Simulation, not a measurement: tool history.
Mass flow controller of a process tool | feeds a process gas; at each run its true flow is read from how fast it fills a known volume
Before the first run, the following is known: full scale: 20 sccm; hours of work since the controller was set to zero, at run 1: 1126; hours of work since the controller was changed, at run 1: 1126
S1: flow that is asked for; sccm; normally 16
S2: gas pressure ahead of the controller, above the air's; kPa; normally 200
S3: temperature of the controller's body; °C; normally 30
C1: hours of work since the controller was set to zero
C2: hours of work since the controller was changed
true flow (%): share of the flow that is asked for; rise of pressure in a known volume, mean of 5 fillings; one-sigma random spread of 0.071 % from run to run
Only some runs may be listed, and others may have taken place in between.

{"run": 1, "hour": 0.0, "S1": 16, "S2": 200, "S3": 30, "C1": 1126, "C2": 1126, "true flow (%)": 99.57}
{"run": 2, "hour": 76.9, "S1": 16, "S2": 200, "S3": 23, "C1": 1153, "C2": 1153, "true flow (%)": 99.39}
{"run": 3, "hour": 194.6, "S1": 16, "S2": 200, "S3": 23, "C1": 1194, "C2": 1194, "true flow (%)": 99.31}
{"run": 4, "hour": 256.5, "S1": 16, "S2": 200, "S3": 23, "C1": 1216, "C2": 1216, "true flow (%)": 99.12}
{"run": 5, "hour": 360.4, "S1": 16, "S2": 200, "S3": 23, "C1": 1252, "C2": 1252, "true flow (%)": 98.97}
{"run": 6, "hour": 429.7, "S1": 16, "S2": 200, "S3": 23, "C1": 1277, "C2": 1277, "true flow (%)": 98.97}
{"run": 7, "hour": 523.7, "S1": 16, "S2": 200, "S3": 30, "C1": 1309, "C2": 1309, "true flow (%)": 99.14}
{"run": 8, "hour": 587.0, "S1": 11, "S2": 200, "S3": 30, "C1": 1332, "C2": 1332, "true flow (%)": 98.4}
{"run": 9, "hour": 707.5, "S1": 6, "S2": 200, "S3": 30, "C1": 1374, "C2": 1374, "true flow (%)": 97.6}
{"run": 10, "hour": 821.6, "S1": 8, "S2": 200, "S3": 30, "C1": 1414, "C2": 1414, "true flow (%)": 97.55}
{"run": 11, "hour": 875.9, "S1": 4, "S2": 200, "S3": 23, "C1": 1433, "C2": 1433, "true flow (%)": 96.9}
{"run": 12, "hour": 981.5, "S1": 2, "S2": 237, "S3": 26, "C1": 1470, "C2": 1470, "true flow (%)": 96.56}
{"run": 13, "hour": 1043.0, "S1": 17, "S2": 269, "S3": 38, "C1": 1491, "C2": 1491, "true flow (%)": 98.27}
{"run": 14, "hour": 1152.1, "S1": 4, "S2": 179, "S3": 38, "C1": 1529, "C2": 1529, "true flow (%)": 97.09}
{"run": 15, "hour": 1212.0, "S1": 5, "S2": 179, "S3": 27, "C1": 1550, "C2": 1550, "true flow (%)": 96.91}
{"run": 16, "hour": 1329.3, "S1": 18, "S2": 192, "S3": 38, "C1": 1591, "C2": 1591, "true flow (%)": 98.51}
{"run": 17, "hour": 1432.6, "S1": 18, "S2": 192, "S3": 38, "C1": 1628, "C2": 1628, "true flow (%)": 98.48}
{"run": 18, "hour": 1553.6, "S1": 18, "S2": 192, "S3": 38, "C1": 1670, "C2": 1670, "true flow (%)": 98.28}

Forecast each of these 5 alternatives for the next run:
{"run": "A", "hour": 1631.1, "S1": 16, "S2": 143, "S3": 30, "C1": 1697, "C2": 1697, "true flow (%)": "?"}
{"run": "B", "hour": 1631.1, "S1": 2, "S2": 247, "S3": 20, "C1": 1697, "C2": 1697, "true flow (%)": "?"}
{"run": "C", "hour": 1631.1, "S1": 4, "S2": 153, "S3": 20, "C1": 1697, "C2": 1697, "true flow (%)": "?"}
{"run": "D", "hour": 1631.1, "S1": 18, "S2": 207, "S3": 26, "C1": 1697, "C2": 1697, "true flow (%)": "?"}
{"run": "E", "hour": 1631.1, "S1": 4, "S2": 211, "S3": 38, "C1": 1697, "C2": 1697, "true flow (%)": "?"}

run=A true_flow_(%)=97.93
run=B true_flow_(%)=95.41
run=C true_flow_(%)=96.16
run=D true_flow_(%)=97.80
run=E true_flow_(%)=96.35
With no hidden state in the tool, these same runs would have given:
run=A true_flow_(%)=99.92
run=B true_flow_(%)=97.32
run=C true_flow_(%)=98.10
run=D true_flow_(%)=99.78
run=E true_flow_(%)=98.29
